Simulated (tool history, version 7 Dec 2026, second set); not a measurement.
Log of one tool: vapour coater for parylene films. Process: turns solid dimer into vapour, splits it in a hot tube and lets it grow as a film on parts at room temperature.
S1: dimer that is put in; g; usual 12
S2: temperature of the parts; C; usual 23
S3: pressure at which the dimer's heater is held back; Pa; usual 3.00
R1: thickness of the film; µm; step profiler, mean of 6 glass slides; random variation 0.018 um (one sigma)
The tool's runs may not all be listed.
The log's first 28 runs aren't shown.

run	day	S1	S2	S3	R1
29	22.246	16	27	3.11	3.22
30	22.758	16	27	5.19	2.98
31	23.721	21	15	12.00	4.30
32	24.596	8	23	5.84	1.57
# day 25.746: trap's valve overhauled
33	25.746	20	27	5.84	3.61
34	26.262	10	16	3.88	2.36
35	27.296	12	34	3.00	2.14
36	28.000	12	22	5.58	2.45
37	28.712	12	22	5.58	2.40
38	29.479	12	22	5.58	2.42
39	29.983	12	22	5.58	2.42
40	30.658	10	33	10.30	1.51
41	31.379	10	33	10.30	1.52
42	32.179	10	31	3.77	1.83
43	32.846	21	34	3.00	3.74
44	33.521	9	16	7.03	1.95
45	34.450	9	15	2.60	2.29
46	35.192	20	26	4.17	3.92

3 ways to go on from here, each from the tool as it stands after run 46. What would each give?
A	36.196	10	23	3.00	?
B	36.196	8	26	3.54	?
C	36.196	12	26	4.17	?

run	R1
A	2.17
B	1.60
C	2.35
Without the tool's hidden state the same runs would have given:
run	R1
A	2.17
B	1.60
C	2.35
